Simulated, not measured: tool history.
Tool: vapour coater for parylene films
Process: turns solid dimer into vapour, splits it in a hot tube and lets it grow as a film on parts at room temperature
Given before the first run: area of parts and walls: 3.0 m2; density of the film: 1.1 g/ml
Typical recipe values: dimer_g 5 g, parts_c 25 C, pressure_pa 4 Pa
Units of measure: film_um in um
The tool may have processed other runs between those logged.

run   hour  dimer_g  parts_c  pressure_pa  film_um
  1      0        5       25            4    1.178
  2     20        5       37            4    0.855
  3   49.8        5       25            4     1.18
  4   65.1        5       25            4     1.18
  5   78.4        5       25            4    1.184
  6   99.2        5       25            4    1.178
  7    121        5       25            4    1.176
  8    139        5       33            4    0.923
  9    160        2       33            4    0.369
 10  187.5        2       33            4    0.375
 11    217        2       33            4    0.368
 12  243.4        2       33            4    0.367
 13    260        6       24        11.63    1.131
 14  286.3        6       37         5.55    0.934
 15  315.2        6       37         5.55    0.922
 16  331.2        6       37         5.55    0.932
 17  351.7        6       37         5.55    0.933
 18  380.1        7       36         2.52    1.329
 19  400.8        7       36         2.52    1.342
 20    424        2       24         5.92    0.448
 21  447.9        6       25            4    1.403
 22  465.5        5       25            4    1.164
 23  486.4        5       25            4    1.178

Here are 3 independent what-if runs from the current tool condition. What would each one return?
  A  514.7        4       21         2.13        ?
  B  514.7        5       21         7.02        ?
  C  514.7        5       25         7.02        ?

run  film_um
  A    1.161
  B    1.164
  C    1.034
Without the tool's unlogged condition, the same runs would have read:
run  film_um
  A    1.164
  B    1.168
  C    1.037
